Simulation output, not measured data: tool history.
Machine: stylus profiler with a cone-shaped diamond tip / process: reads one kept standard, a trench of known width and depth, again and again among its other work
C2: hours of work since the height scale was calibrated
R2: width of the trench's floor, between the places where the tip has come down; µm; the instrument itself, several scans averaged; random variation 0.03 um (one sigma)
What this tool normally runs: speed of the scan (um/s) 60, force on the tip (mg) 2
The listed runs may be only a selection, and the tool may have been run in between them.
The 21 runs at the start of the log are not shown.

{"run": 22, "day": 75.354, "speed of the scan (um/s)": 60, "force on the tip (mg)": 0.95, "scans with this tip": 13995, "C2": 184, "depth of the trench (Å)": 2011.9, "R2": 97.94}
{"run": 23, "day": 79.525, "speed of the scan (um/s)": 60, "force on the tip (mg)": 0.95, "scans with this tip": 14360, "C2": 258, "depth of the trench (Å)": 2013.2, "R2": 97.9}
{"run": 24, "day": 82.0, "speed of the scan (um/s)": 28, "force on the tip (mg)": 1.11, "scans with this tip": 14577, "C2": 302, "depth of the trench (Å)": 2013.5, "R2": 98.09}
{"run": 25, "day": 86.696, "speed of the scan (um/s)": 28, "force on the tip (mg)": 1.11, "scans with this tip": 14988, "C2": 385, "depth of the trench (Å)": 2014.1, "R2": 98.15}
{"run": 26, "day": 90.933, "speed of the scan (um/s)": 62, "force on the tip (mg)": 1.57, "scans with this tip": 15359, "C2": 460, "depth of the trench (Å)": 2017.3, "R2": 98}
{"run": 27, "day": 95.112, "speed of the scan (um/s)": 40, "force on the tip (mg)": 2.02, "scans with this tip": 15725, "C2": 534, "depth of the trench (Å)": 2019.4, "R2": 98.13}
{"run": 28, "day": 99.704, "speed of the scan (um/s)": 232, "force on the tip (mg)": 0.9, "scans with this tip": 16127, "C2": 616, "depth of the trench (Å)": 2011.8, "R2": 97.11}
{"run": 29, "day": 103.083, "speed of the scan (um/s)": 195, "force on the tip (mg)": 1.84, "scans with this tip": 16423, "C2": 676, "depth of the trench (Å)": 2019.8, "R2": 97.55}
{"run": 30, "day": 107.733, "speed of the scan (um/s)": 96, "force on the tip (mg)": 1.84, "scans with this tip": 16830, "C2": 758, "depth of the trench (Å)": 2018.8, "R2": 97.95}
{"run": 31, "day": 111.462, "speed of the scan (um/s)": 96, "force on the tip (mg)": 1.84, "scans with this tip": 17156, "C2": 824, "depth of the trench (Å)": 2020.3, "R2": 97.93}

Estimate the outcome of run 32 from the log above:
{"run": 32, "day": 113.983, "speed of the scan (um/s)": 106, "force on the tip (mg)": 2, "scans with this tip": 17377, "C2": 869, "depth of the trench (Å)": "?", "R2": "?"}

Run 32 measured depth of the trench (Å) 2018.4, R2 97.85 µm.
On a tool with no hidden condition, and with the same random variation, this run would have come out at depth of the trench (Å) 2018.4, R2 97.86 µm.
